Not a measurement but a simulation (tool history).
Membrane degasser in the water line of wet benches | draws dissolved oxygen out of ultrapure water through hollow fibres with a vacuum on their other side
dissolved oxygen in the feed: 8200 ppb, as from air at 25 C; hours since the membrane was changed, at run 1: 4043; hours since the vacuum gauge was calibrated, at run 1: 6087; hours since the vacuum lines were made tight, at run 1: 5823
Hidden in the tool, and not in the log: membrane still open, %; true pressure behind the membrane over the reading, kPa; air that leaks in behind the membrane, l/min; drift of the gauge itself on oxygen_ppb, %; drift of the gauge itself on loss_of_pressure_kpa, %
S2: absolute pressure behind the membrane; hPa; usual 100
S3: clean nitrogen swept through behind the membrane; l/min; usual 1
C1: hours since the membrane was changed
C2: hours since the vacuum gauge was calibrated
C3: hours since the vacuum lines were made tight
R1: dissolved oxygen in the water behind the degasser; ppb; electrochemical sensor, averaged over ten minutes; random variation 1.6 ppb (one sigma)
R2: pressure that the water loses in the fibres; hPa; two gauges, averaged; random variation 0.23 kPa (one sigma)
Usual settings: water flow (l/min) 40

run 1 hour=0 | water_flow_(l/min)=40 S2=100 S3=1 | C1=4043 C2=6087 C3=5823 | R1=550.9 R2=588.7
run 2 hour=62.7 | water_flow_(l/min)=40 S2=100 S3=1 | C1=4106 C2=6150 C3=5885 | R1=547.1 R2=590.2
run 3 hour=126.8 | water_flow_(l/min)=60 S2=100 S3=1 | C1=4170 C2=6214 C3=5949 | R1=746.6 R2=887.4
run 4 hour=225.2 | water_flow_(l/min)=60 S2=100 S3=1 | C1=4268 C2=6312 C3=6048 | R1=746.8 R2=879.2
run 5 hour=299.4 | water_flow_(l/min)=60 S2=100 S3=1 | C1=4343 C2=6386 C3=6122 | R1=743.6 R2=883.2
run 6 hour=398.1 | water_flow_(l/min)=60 S2=100 S3=1 | C1=4441 C2=6485 C3=6221 | R1=745.2 R2=888.3
run 7 hour=449.6 | water_flow_(l/min)=60 S2=100 S3=1 | C1=4493 C2=6537 C3=6272 | R1=751.6 R2=889.7
run 8 hour=526.4 | water_flow_(l/min)=60 S2=100 S3=1 | C1=4570 C2=6613 C3=6349 | R1=751.1 R2=885.6
run 9 hour=604 | water_flow_(l/min)=60 S2=100 S3=1 | C1=4647 C2=6691 C3=6427 | R1=750.4 R2=885.4
run 10 hour=694.1 | water_flow_(l/min)=25 S2=228 S3=1.69 | C1=4737 C2=6781 C3=6517 | R1=640.4 R2=366.6
run 11 hour=770.2 | water_flow_(l/min)=25 S2=139 S3=1 | C1=4813 C2=6857 C3=6593 | R1=569.2 R2=366.1
run 12 hour=848.5 | water_flow_(l/min)=47 S2=188 S3=2.42 | C1=4892 C2=6936 C3=6671 | R1=657.9 R2=697.8
run 13 hour=906.7 | water_flow_(l/min)=44 S2=68 S3=1.1 | C1=4950 C2=6994 C3=6729 | R1=320.2 R2=656.7
run 14 hour=993.7 | water_flow_(l/min)=30 S2=108 S3=1.8 | C1=5037 C2=7081 C3=6816 | R1=296.4 R2=447.8
run 15 hour=1075.1 | water_flow_(l/min)=63 S2=100 S3=2.76 | C1=5118 C2=7162 C3=6898 | R1=366.9 R2=933.5
-- hour=1138 vacuum gauge calibrated
run 16 hour=1171.7 | water_flow_(l/min)=63 S2=100 S3=2.76 | C1=5214 C2=34 C3=6994 | R1=346.8 R2=933.9

Forecast each of these 3 alternatives for the next run:
run A hour=1271.7 | water_flow_(l/min)=26 S2=196 S3=0.47 | C1=5314 C2=134 C3=7094 | R1=? R2=?
run B hour=1271.7 | water_flow_(l/min)=40 S2=100 S3=0.66 | C1=5314 C2=134 C3=7094 | R1=? R2=?
run C hour=1271.7 | water_flow_(l/min)=27 S2=185 S3=1.52 | C1=5314 C2=134 C3=7094 | R1=? R2=?

run=A R1=1460.6 R2=386.9
run=B R1=703.6 R2=593.5
run=C R1=581.3 R2=399.6
Without the tool's hidden state the same runs would have given:
run=A R1=1459.4 R2=374
run=B R1=701.3 R2=573.6
run=C R1=577.3 R2=386.2

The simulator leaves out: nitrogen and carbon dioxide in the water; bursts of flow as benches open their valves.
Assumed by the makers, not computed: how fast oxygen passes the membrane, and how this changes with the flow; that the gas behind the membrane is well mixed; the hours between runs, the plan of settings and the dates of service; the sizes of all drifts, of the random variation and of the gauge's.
